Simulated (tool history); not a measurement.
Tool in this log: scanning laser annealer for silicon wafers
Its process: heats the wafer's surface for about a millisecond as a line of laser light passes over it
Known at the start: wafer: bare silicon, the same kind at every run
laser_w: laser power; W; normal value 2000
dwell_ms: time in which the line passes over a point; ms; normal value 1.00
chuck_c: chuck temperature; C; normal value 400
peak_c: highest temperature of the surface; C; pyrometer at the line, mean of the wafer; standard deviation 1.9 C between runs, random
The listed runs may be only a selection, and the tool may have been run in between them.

| run | hour | laser_w | dwell_ms | chuck_c | peak_c |
|---|---|---|---|---|---|
| 1 | 0.0 | 2000 | 1.00 | 400 | 1180 |
| 2 | 24.6 | 2000 | 1.00 | 400 | 1177 |
| 3 | 49.7 | 2000 | 1.00 | 400 | 1172 |
| 4 | 80.7 | 2059 | 1.00 | 400 | 1200 |
| 5 | 100.4 | 2059 | 1.00 | 400 | 1200 |
| 6 | 132.3 | 2000 | 1.00 | 400 | 1170 |
| 7 | 163.3 | 2000 | 1.00 | 400 | 1167 |
| 8 | 186.6 | 2000 | 1.00 | 400 | 1167 |
| 9 | 202.4 | 2000 | 1.00 | 400 | 1165 |
| 10 | 225.1 | 2000 | 1.00 | 400 | 1166 |
|  | 251.9 | optics aligned, line set to its width |
| 11 | 253.7 | 2000 | 0.79 | 400 | 1089 |
| 12 | 282.9 | 2000 | 1.00 | 400 | 1187 |
| 13 | 305.4 | 2000 | 1.00 | 400 | 1184 |
| 14 | 331.7 | 2000 | 1.08 | 400 | 1214 |
| 15 | 352.5 | 2000 | 1.20 | 400 | 1262 |
| 16 | 380.2 | 2000 | 1.00 | 387 | 1167 |
| 17 | 410.3 | 2000 | 1.00 | 387 | 1165 |
| 18 | 436.9 | 2000 | 1.00 | 387 | 1166 |
| 19 | 469.1 | 2000 | 1.00 | 387 | 1162 |
| 20 | 501.5 | 2000 | 1.00 | 387 | 1161 |
| 21 | 520.5 | 1746 | 1.00 | 400 | 1054 |
| 22 | 537.8 | 1746 | 1.00 | 400 | 1052 |
| 23 | 552.2 | 1746 | 1.00 | 400 | 1049 |
| 24 | 570.2 | 2000 | 1.00 | 378 | 1151 |
| 25 | 601.2 | 2000 | 1.00 | 412 | 1179 |
| 26 | 614.6 | 1720 | 0.74 | 393 | 929 |
| 27 | 630.6 | 1796 | 0.81 | 400 | 997 |
| 28 | 660.2 | 1796 | 0.81 | 400 | 997 |
| 29 | 673.5 | 1796 | 0.81 | 400 | 998 |
| 30 | 694.0 | 1796 | 0.81 | 400 | 995 |
| 31 | 714.8 | 2159 | 0.88 | 409 | 1191 |
|  | 728.4 | window over the wafer cleaned |
| 32 | 733.5 | 2159 | 0.88 | 409 | 1238 |

Forecast run 33:
| 33 | 753.4 | 2159 | 0.88 | 409 | ? |

{"run 33": {"peak_c": 1236}}
If the tool had no hidden condition, the same run with the same run-to-run variation would have returned peak_c 1246 C.

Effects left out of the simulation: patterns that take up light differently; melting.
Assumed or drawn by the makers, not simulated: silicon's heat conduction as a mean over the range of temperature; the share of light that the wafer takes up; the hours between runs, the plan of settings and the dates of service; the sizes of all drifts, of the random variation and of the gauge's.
